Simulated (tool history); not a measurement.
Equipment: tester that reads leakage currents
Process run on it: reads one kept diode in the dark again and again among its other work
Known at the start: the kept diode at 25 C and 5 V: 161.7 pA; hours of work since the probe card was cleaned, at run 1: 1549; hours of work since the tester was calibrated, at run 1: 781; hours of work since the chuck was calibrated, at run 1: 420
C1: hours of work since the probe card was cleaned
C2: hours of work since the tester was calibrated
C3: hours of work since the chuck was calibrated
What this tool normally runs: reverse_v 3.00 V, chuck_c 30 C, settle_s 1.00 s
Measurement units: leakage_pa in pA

{"run": 1, "hour": 0.0, "reverse_v": 3.0, "chuck_c": 30, "settle_s": 1.0, "C1": 1549, "C2": 781, "C3": 420, "leakage_pa": 192.43}
{"run": 2, "hour": 92.4, "reverse_v": 3.0, "chuck_c": 30, "settle_s": 0.32, "C1": 1596, "C2": 827, "C3": 466, "leakage_pa": 194.41}
{"run": 3, "hour": 138.6, "reverse_v": 3.0, "chuck_c": 30, "settle_s": 0.32, "C1": 1619, "C2": 850, "C3": 489, "leakage_pa": 193.76}
{"run": 4, "hour": 207.0, "reverse_v": 3.0, "chuck_c": 53, "settle_s": 1.0, "C1": 1653, "C2": 885, "C3": 524, "leakage_pa": 1098.28}
{"run": 5, "hour": 279.1, "reverse_v": 3.0, "chuck_c": 30, "settle_s": 1.0, "C1": 1689, "C2": 921, "C3": 560, "leakage_pa": 192.31}
{"run": 6, "hour": 346.9, "reverse_v": 3.0, "chuck_c": 30, "settle_s": 0.83, "C1": 1724, "C2": 955, "C3": 594, "leakage_pa": 192.16}
{"run": 7, "hour": 446.3, "reverse_v": 3.0, "chuck_c": 21, "settle_s": 1.0, "C1": 1774, "C2": 1005, "C3": 644, "leakage_pa": 91.11}
{"run": 8, "hour": 489.4, "reverse_v": 3.0, "chuck_c": 21, "settle_s": 1.0, "C1": 1795, "C2": 1027, "C3": 666, "leakage_pa": 90.75}
{"run": 9, "hour": 534.9, "reverse_v": 3.0, "chuck_c": 21, "settle_s": 3.02, "C1": 1818, "C2": 1050, "C3": 688, "leakage_pa": 90.24}
{"run": 10, "hour": 630.5, "reverse_v": 17.29, "chuck_c": 46, "settle_s": 0.55, "C1": 1866, "C2": 1098, "C3": 737, "leakage_pa": 1538.81}
{"run": 11, "hour": 686.0, "reverse_v": 4.64, "chuck_c": 26, "settle_s": 4.06, "C1": 1894, "C2": 1125, "C3": 764, "leakage_pa": 170.25}
{"run": 12, "hour": 729.5, "reverse_v": 4.64, "chuck_c": 26, "settle_s": 4.06, "C1": 1916, "C2": 1147, "C3": 786, "leakage_pa": 169.8}
{"run": 13, "hour": 820.8, "reverse_v": 3.6, "chuck_c": 35, "settle_s": 1.13, "C1": 1962, "C2": 1193, "C3": 832, "leakage_pa": 311.75}
{"run": 14, "hour": 894.9, "reverse_v": 8.64, "chuck_c": 35, "settle_s": 3.7, "C1": 1999, "C2": 1230, "C3": 869, "leakage_pa": 476.19}
{"run": 15, "hour": 955.4, "reverse_v": 8.64, "chuck_c": 35, "settle_s": 3.7, "C1": 2029, "C2": 1261, "C3": 900, "leakage_pa": 477.64}
{"run": 16, "hour": 1016.8, "reverse_v": 3.0, "chuck_c": 25, "settle_s": 1.77, "C1": 2060, "C2": 1292, "C3": 931, "leakage_pa": 126.71}
{"run": 17, "hour": 1119.8, "reverse_v": 3.0, "chuck_c": 25, "settle_s": 1.77, "C1": 2112, "C2": 1344, "C3": 982, "leakage_pa": 127.28}

Measured less the same run without the tool's hidden state. The same run-to-run variation is in both; the gauge's scatter may not be:
The hidden state here: stray current of the dirty probe card, pA a volt; current scale over the true one, %; true chuck temperature over the reading, C; drift of the gauge itself on leakage_pa, %.
run=1 leakage_pa=-0.04
run=2 leakage_pa=-0.05
run=3 leakage_pa=-0.05
run=4 leakage_pa=-0.57
run=5 leakage_pa=-0.07
run=6 leakage_pa=-0.08
run=7 leakage_pa=-0.01
run=8 leakage_pa=-0.02
run=9 leakage_pa=-0.02
run=10 leakage_pa=-0.95
run=11 leakage_pa=-0.07
run=12 leakage_pa=-0.08
run=13 leakage_pa=-0.25
run=14 leakage_pa=-0.33
run=15 leakage_pa=-0.35
run=16 leakage_pa=-0.09
run=17 leakage_pa=-0.09
